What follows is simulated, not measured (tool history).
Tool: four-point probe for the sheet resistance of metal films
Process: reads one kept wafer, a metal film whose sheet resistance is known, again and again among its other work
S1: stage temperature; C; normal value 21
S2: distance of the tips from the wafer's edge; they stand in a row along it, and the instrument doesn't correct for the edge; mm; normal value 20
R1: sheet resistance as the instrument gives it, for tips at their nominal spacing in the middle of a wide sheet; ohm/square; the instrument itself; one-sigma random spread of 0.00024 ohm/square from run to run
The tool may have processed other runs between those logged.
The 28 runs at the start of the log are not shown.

run	hour	S1	S2	R1
29	823.4	34	5	1.237691
30	856	26	13	1.220866
31	874.2	29	5	1.240854
32	910.4	23	66	1.218893
33	931.1	23	66	1.218773
34	961.8	22	12	1.223513
35	995	20	12	1.225334
36	1029.5	19	5	1.246407
37	1063	19	5	1.246362
38	1091.6	22	16	1.221682
39	1116.2	25	75	1.217661
40	1145.2	25	75	1.217658
41	1178.1	25	34	1.217864
42	1210	30	13	1.218237
43	1248.2	30	25	1.216042
44	1271.2	31	71	1.214361

4 options for the next run, each taken on its own from the tool as it stands now. Forecast them:
A	1300.5	18	20	?
B	1300.5	21	4	?
C	1300.5	31	7	?
D	1300.5	27	65	?

run	R1
A	1.223106
B	1.259597
C	1.227135
D	1.216037
Had the tool no hidden state, the same runs would have come out as:
run	R1
A	1.223681
B	1.26019
C	1.227724
D	1.216618
